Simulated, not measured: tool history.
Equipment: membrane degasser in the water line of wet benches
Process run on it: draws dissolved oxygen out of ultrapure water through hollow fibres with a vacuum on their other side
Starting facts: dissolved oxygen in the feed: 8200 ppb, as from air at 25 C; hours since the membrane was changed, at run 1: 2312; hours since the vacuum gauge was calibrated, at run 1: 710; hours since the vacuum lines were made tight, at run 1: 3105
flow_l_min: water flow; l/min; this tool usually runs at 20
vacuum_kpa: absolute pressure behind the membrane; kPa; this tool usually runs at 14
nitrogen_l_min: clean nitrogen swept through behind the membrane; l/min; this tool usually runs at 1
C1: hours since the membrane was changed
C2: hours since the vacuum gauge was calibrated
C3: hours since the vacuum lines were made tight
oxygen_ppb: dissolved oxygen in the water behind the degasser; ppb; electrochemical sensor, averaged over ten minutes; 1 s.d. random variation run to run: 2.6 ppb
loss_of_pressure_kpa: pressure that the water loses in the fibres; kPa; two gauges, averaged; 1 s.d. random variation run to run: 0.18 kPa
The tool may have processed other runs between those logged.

Run 1, hour 0: usual settings; C1 2312; C2 710; C3 3105. Result: oxygen_ppb 470 ppb, loss_of_pressure_kpa 33.97 kPa.
Run 2, hour 37.3: usual settings; C1 2350; C2 747; C3 3142. Result: oxygen_ppb 469.4 ppb, loss_of_pressure_kpa 33.76 kPa.
Run 3, hour 73.1: usual settings; C1 2386; C2 783; C3 3178. Result: oxygen_ppb 467.7 ppb, loss_of_pressure_kpa 34.02 kPa.
Run 4, hour 128.7: usual settings; C1 2441; C2 839; C3 3234. Result: oxygen_ppb 466.5 ppb, loss_of_pressure_kpa 33.67 kPa.
Run 5, hour 185.9: usual settings; C1 2498; C2 896; C3 3291. Result: oxygen_ppb 468.9 ppb, loss_of_pressure_kpa 34.11 kPa.
Run 6, hour 216.5: usual settings; C1 2529; C2 926; C3 3321. Result: oxygen_ppb 467.6 ppb, loss_of_pressure_kpa 33.95 kPa.
Run 7, hour 245.1: usual settings but nitrogen_l_min 1.77 l/min; C1 2558; C2 955; C3 3350. Result: oxygen_ppb 287.1 ppb, loss_of_pressure_kpa 33.91 kPa.
Run 8, hour 283.7: usual settings but nitrogen_l_min 1.77 l/min; C1 2596; C2 994; C3 3389. Result: oxygen_ppb 289.5 ppb, loss_of_pressure_kpa 34.16 kPa.
Run 9, hour 333.3: usual settings but flow_l_min 25 l/min, vacuum_kpa 19.9 kPa, nitrogen_l_min 2.25 l/min; C1 2646; C2 1043; C3 3438. Result: oxygen_ppb 435.5 ppb, loss_of_pressure_kpa 42.45 kPa.
Run 10, hour 391.9: usual settings but flow_l_min 31 l/min, nitrogen_l_min 2.98 l/min; C1 2704; C2 1102; C3 3497. Result: oxygen_ppb 297.3 ppb, loss_of_pressure_kpa 52.63 kPa.
Run 11, hour 427.7: usual settings but vacuum_kpa 17.8 kPa, nitrogen_l_min 1.65 l/min; C1 2740; C2 1137; C3 3532. Result: oxygen_ppb 407.6 ppb, loss_of_pressure_kpa 33.6 kPa.
Run 12, hour 455.5: usual settings but vacuum_kpa 15.6 kPa, nitrogen_l_min 1.28 l/min; C1 2768; C2 1165; C3 3560. Result: oxygen_ppb 433.6 ppb, loss_of_pressure_kpa 34.11 kPa.

Estimate the outcome of run 13 from the log above:
Run 13, hour 481.6: usual settings but vacuum_kpa 15.6 kPa, nitrogen_l_min 1.28 l/min; C1 2794; C2 1191; C3 3586. Result: oxygen_ppb ?, loss_of_pressure_kpa ?.

{"run 13": {"oxygen_ppb": 433.7, "loss_of_pressure_kpa": 34.27}}
With the hidden condition absent and the run-to-run variation left alone, this run would have shown oxygen_ppb 428.3 ppb, loss_of_pressure_kpa 33.6 kPa.
